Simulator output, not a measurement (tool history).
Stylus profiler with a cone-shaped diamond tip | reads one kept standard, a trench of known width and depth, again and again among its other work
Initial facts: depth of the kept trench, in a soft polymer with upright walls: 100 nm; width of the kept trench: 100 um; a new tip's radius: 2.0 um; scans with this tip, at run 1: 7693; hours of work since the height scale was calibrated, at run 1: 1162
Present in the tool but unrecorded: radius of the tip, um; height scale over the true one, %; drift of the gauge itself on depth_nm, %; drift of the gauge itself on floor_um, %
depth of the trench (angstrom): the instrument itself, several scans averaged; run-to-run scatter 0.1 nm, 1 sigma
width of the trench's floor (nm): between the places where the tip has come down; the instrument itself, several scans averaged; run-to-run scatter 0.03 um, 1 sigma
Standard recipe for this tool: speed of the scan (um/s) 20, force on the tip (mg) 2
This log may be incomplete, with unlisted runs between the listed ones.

run   hour  speed of the scan (um/s)  force on the tip (mg)  scans with this tip  hours of work since the height scale was calibrated  depth of the trench (angstrom)  width of the trench's floor (nm)
  1      0                        20                      2                 7693                                                 1162                          1007.8                             98350
  2   22.3                         6                      2                 7810                                                 1180                          1009.5                             98470
  3     40                         6                      2                 7904                                                 1194                            1009                             98540
  4   54.8                         6                      2                 7981                                                 1206                          1008.5                             98450
  5     72                        20                   5.09                 8072                                                 1219                          1015.5                             98360
  6   97.2                        20                      2                 8204                                                 1239                          1010.7                             98360
  7  116.2                        20                      2                 8304                                                 1255                          1009.6                             98350
  8    141                        20                      2                 8434                                                 1274                          1009.1                             98360
  9  158.1                        20                      2                 8524                                                 1288                          1008.6                             98400
 10  185.1                        20                      2                 8666                                                 1309                          1008.4                             98320
 11  209.5                        20                      2                 8795                                                 1329                          1011.4                             98320
 12  236.4                        20                   0.86                 8936                                                 1350                          1006.8                             98280
 13  261.3                        20                   0.86                 9067                                                 1370                          1007.6                             98260
 14  291.2                        20                      2                 9224                                                 1394                          1011.1                             98300
 15  304.8                        20                      2                 9296                                                 1404                          1010.2                             98350
 16  331.5                        20                   3.46                 9436                                                 1426                          1012.6                             98360
 17  349.1                        20                      2                 9529                                                 1440                          1010.3                             98350
 18    366                        52                      2                 9618                                                 1453                          1011.4                             98180
 19  395.1                        34                      2                 9771                                                 1476                            1009                             98180
 20    416                        20                      2                 9881                                                 1493                          1011.5                             98290
 21  431.2                        20                      2                 9961                                                 1505                          1012.4                             98320
 22  458.2                        20                   0.89                10102                                                 1526                          1007.1                             98250
 23  479.9                        20                   1.16                10217                                                 1544                          1009.3                             98310
 24    496                        20                   1.16                10301                                                 1556                          1010.3                             98280
 25  512.7                        12                   1.14                10389                                                 1570                          1008.5                             98330
 26  541.3                        35                    1.7                10540                                                 1592                            1011                             98160
 27  559.8                         6                   4.66                10637                                                 1607                          1014.5                             98370
 28  579.1                         6                   4.66                10738                                                 1622                          1014.7                             98420

What does the tool deliver on the next run?
 29  597.7                         6                   4.66                10836                                                 1637                               ?                                 ?

{"run 29": {"depth of the trench (angstrom)": 1015.1, "width of the trench's floor (nm)": 98440}}
Were there no unlogged condition in the tool, this run, its random variation unchanged, would have produced depth of the trench (angstrom) 1009.6, width of the trench's floor (nm) 98750.
